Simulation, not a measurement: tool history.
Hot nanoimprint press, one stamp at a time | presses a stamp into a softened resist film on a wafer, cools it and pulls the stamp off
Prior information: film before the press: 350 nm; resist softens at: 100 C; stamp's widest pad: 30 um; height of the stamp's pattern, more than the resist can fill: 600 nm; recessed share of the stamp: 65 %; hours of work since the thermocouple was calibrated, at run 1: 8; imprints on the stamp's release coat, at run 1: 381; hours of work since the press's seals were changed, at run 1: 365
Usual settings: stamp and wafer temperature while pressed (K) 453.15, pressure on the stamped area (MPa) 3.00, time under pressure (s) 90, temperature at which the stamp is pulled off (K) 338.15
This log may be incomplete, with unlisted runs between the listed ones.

run   hour  stamp and wafer temperature while pressed (K)  pressure on the stamped area (MPa)  time under pressure (s)  temperature at which the stamp is pulled off (K)  hours of work since the thermocouple was calibrated  imprints on the stamp's release coat  hours of work since the press's seals were changed  resist left under the stamp's widest pad (angstrom)  greatest force while the stamp is pulled off (N)
  1    0.0                                         453.15                                3.00                       90                                            338.15                                                    8                                   381                                                 365                                                 1870                                               208
  2   11.4                                         453.15                                3.00                       90                                            338.15                                                   16                                   436                                                 373                                                 1864                                               216
  3   26.2                                         453.15                                3.28                       90                                            338.15                                                   25                                   506                                                 383                                                 1763                                               217
  4   39.9                                         453.15                                3.28                       90                                            338.15                                                   35                                   571                                                 392                                                 1769                                               229
  5   51.0                                         453.15                                3.28                       90                                            338.15                                                   42                                   624                                                 399                                                 1790                                               232
  6   57.9                                         441.15                                3.28                       90                                            338.15                                                   46                                   657                                                 404                                                 2657                                               234
  7   72.3                                         441.15                                3.28                       90                                            340.15                                                   56                                   725                                                 413                                                 2626                                               222
  8   86.6                                         441.15                                3.28                       90                                            340.15                                                   65                                   793                                                 422                                                 2609                                               242
  9   94.0                                         453.15                                3.00                       63                                            338.15                                                   70                                   828                                                 427                                                 2062                                               236
 10  102.7                                         453.15                                3.00                       63                                            338.15                                                   76                                   870                                                 433                                                 2085                                               251
 11  112.4                                         453.15                                3.00                       90                                            324.15                                                   82                                   916                                                 439                                                 1829                                               295
 12  126.7                                         453.15                                3.00                       90                                            338.15                                                   92                                   984                                                 449                                                 1813                                               257
 13  138.2                                         453.15                                3.00                       90                                            338.15                                                   99                                  1038                                                 456                                                 1811                                               263
 14  150.1                                         453.15                                3.00                       90                                            338.15                                                  107                                  1095                                                 464                                                 1823                                               260
 15  165.3                                         453.15                                3.00                       90                                            342.15                                                  117                                  1167                                                 474                                                 1825                                               256
 16  177.0                                         453.15                                3.00                       90                                            336.15                                                  125                                  1222                                                 482                                                 1819                                               273
 17  184.1                                         451.15                                3.00                       90                                            340.15                                                  130                                  1256                                                 487                                                 1962                                               265
 18  195.0                                         451.15                                3.00                       90                                            340.15                                                  137                                  1308                                                 494                                                 1936                                               266
 19  205.8                                         457.15                                3.00                       89                                            340.15                                                  144                                  1359                                                 501                                                 1560                                               269
 20  219.5                                         457.15                                3.00                       89                                            340.15                                                  153                                  1424                                                 510                                                 1561                                               272
 21  229.5                                         463.15                                2.96                       96                                            327.15                                                  159                                  1472                                                 517                                                 1226                                               336
 22  243.4                                         454.15                                2.96                      151                                            327.15                                                  169                                  1538                                                 526                                                 1453                                               341
 23  251.2                                         455.15                                1.80                       49                                            340.15                                                  174                                  1575                                                 531                                                 2461                                               282
 24  264.4                                         455.15                                1.80                       89                                            340.15                                                  182                                  1638                                                 540                                                 2044                                               280
     282.7  -- stamp cleaned and given a new release coat
 25  285.3                                         453.15                                3.17                       90                                            338.15                                                  192                                    13                                                 549                                                 1758                                               191
 26  298.5                                         453.15                                3.17                       90                                            338.15                                                  201                                    76                                                 558                                                 1757                                               191
 27  312.3                                         453.15                                3.17                       90                                            338.15                                                  210                                   141                                                 567                                                 1768                                               192
 28  319.4                                         453.15                                2.36                       90                                            338.15                                                  215                                   175                                                 572                                                 1954                                               198
 29  330.8                                         453.15                                2.36                       90                                            338.15                                                  222                                   229                                                 579                                                 1982                                               206
 30  342.9                                         463.15                                3.81                       83                                            330.15                                                  230                                   287                                                 587                                                 1135                                               216

Each row is a separate what-if for the run after 30, all from the same tool condition, not one after another. Results?
  A  349.6                                         463.15                                1.88                      136                                            330.15                                                  235                                   318                                                 592                                                    ?                                                 ?
  B  349.6                                         453.15                                4.79                       90                                            338.15                                                  235                                   318                                                 592                                                    ?                                                 ?
  C  349.6                                         452.15                                3.81                      119                                            330.15                                                  235                                   318                                                 592                                                    ?                                                 ?
  D  349.6                                         463.15                                3.81                       83                                            323.15                                                  235                                   318                                                 592                                                    ?                                                 ?

run  resist left under the stamp's widest pad (angstrom)  greatest force while the stamp is pulled off (N)
  A                                                 1299                                               227
  B                                                 1458                                               206
  C                                                 1525                                               220
  D                                                 1139                                               248
Stripped of hidden state, with their random variation kept, the same runs would have yielded:
run  resist left under the stamp's widest pad (angstrom)  greatest force while the stamp is pulled off (N)
  A                                                 1336                                               207
  B                                                 1487                                               188
  C                                                 1562                                               200
  D                                                 1163                                               226
